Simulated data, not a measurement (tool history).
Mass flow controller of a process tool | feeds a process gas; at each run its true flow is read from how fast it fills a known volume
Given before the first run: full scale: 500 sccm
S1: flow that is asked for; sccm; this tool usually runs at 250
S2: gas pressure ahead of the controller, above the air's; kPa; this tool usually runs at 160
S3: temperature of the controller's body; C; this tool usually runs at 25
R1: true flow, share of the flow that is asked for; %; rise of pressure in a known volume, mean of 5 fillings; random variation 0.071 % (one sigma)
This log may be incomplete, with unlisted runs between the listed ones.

{"run": 1, "hour": 0.0, "S1": 250, "S2": 160, "S3": 25, "R1": 99.45}
{"run": 2, "hour": 254.2, "S1": 250, "S2": 160, "S3": 33, "R1": 99.15}
{"run": 3, "hour": 451.6, "S1": 250, "S2": 160, "S3": 33, "R1": 99.24}
{"run": 4, "hour": 693.2, "S1": 250, "S2": 160, "S3": 33, "R1": 99.34}
{"run": 5, "hour": 802.1, "S1": 250, "S2": 160, "S3": 24, "R1": 99.89}
{"run": 6, "hour": 989.6, "S1": 250, "S2": 160, "S3": 25, "R1": 99.93}
{"run": 7, "hour": 1195.2, "S1": 250, "S2": 160, "S3": 25, "R1": 99.87}
{"run": 8, "hour": 1399.6, "S1": 250, "S2": 160, "S3": 25, "R1": 99.92}
{"run": 9, "hour": 1605.8, "S1": 194, "S2": 146, "S3": 25, "R1": 100.0}
{"run": 10, "hour": 1760.2, "S1": 81, "S2": 146, "S3": 39, "R1": 99.28}
{"run": 11, "hour": 1913.6, "S1": 141, "S2": 160, "S3": 39, "R1": 99.2}
{"run": 12, "hour": 2037.9, "S1": 162, "S2": 214, "S3": 25, "R1": 100.16}
{"run": 13, "hour": 2256.4, "S1": 76, "S2": 269, "S3": 25, "R1": 99.98}
{"run": 14, "hour": 2502.5, "S1": 462, "S2": 195, "S3": 26, "R1": 100.77}
{"run": 15, "hour": 2762.9, "S1": 462, "S2": 195, "S3": 26, "R1": 100.9}
{"run": 16, "hour": 2990.2, "S1": 250, "S2": 160, "S3": 24, "R1": 100.64}

Here are 5 independent what-if runs from the current tool condition. What would each one return?
{"run": "A", "hour": 3219.4, "S1": 107, "S2": 206, "S3": 24, "R1": "?"}
{"run": "B", "hour": 3219.4, "S1": 333, "S2": 165, "S3": 38, "R1": "?"}
{"run": "C", "hour": 3219.4, "S1": 213, "S2": 149, "S3": 23, "R1": "?"}
{"run": "D", "hour": 3219.4, "S1": 88, "S2": 160, "S3": 34, "R1": "?"}
{"run": "E", "hour": 3219.4, "S1": 135, "S2": 140, "S3": 26, "R1": "?"}

run=A R1=100.57
run=B R1=100.22
run=C R1=100.71
run=D R1=99.99
run=E R1=100.36
The same runs, with their run-to-run variation unchanged, on a tool lacking any hidden condition would have given:
run=A R1=99.37
run=B R1=99.03
run=C R1=99.51
run=D R1=98.80
run=E R1=99.17
